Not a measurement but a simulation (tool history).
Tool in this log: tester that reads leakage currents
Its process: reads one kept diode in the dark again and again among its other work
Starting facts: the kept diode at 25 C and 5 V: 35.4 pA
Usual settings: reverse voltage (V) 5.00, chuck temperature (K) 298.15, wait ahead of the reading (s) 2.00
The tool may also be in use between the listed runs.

run,day,reverse voltage (V),chuck temperature (K),wait ahead of the reading (s),current that the tester gives (pA)
1,0.000,5.00,298.15,2.00,39.99
2,1.792,5.00,298.15,2.00,40.55
3,2.746,14.22,298.15,2.00,71.36
4,4.638,5.36,298.15,2.00,41.97
5,5.679,5.36,298.15,2.00,42.19
6,6.754,5.36,298.15,2.00,42.13
7,7.629,5.36,298.15,2.00,42.44
8,8.488,5.00,298.15,2.00,41.09
9,9.558,5.00,298.15,2.00,41.09
# day 9.767: tester calibrated
10,11.492,13.33,307.15,1.40,121.93
11,13.108,1.17,318.15,1.40,83.50
12,14.992,5.00,319.15,2.00,168.26
13,16.112,11.67,298.15,2.00,67.71
14,17.133,1.11,302.15,2.26,26.01
15,18.800,10.44,294.15,1.95,51.44
16,19.871,3.23,298.15,4.22,33.31
# day 20.746: tester calibrated, once more
17,20.892,5.00,298.15,2.00,41.84

Some steps in current that the tester gives (pA) between neighbouring runs. How much of each would the tool show without its hidden state too (settings, what came in, random variation), and how much is left for the hidden state, with any gauge scatter that isn't in both results?
Unlogged tool condition in this case: stray current of the dirty probe card, pA a volt; current scale over the true one, %; true chuck temperature over the reading, C; drift of the gauge itself on leakage_pa, %.
Run 12 -> 13: reverse voltage (V) 5.00 -> 11.67, chuck temperature (K) 319.15 -> 298.15. current that the tester gives (pA) -100.55: hidden state +18.10, all else -118.65.
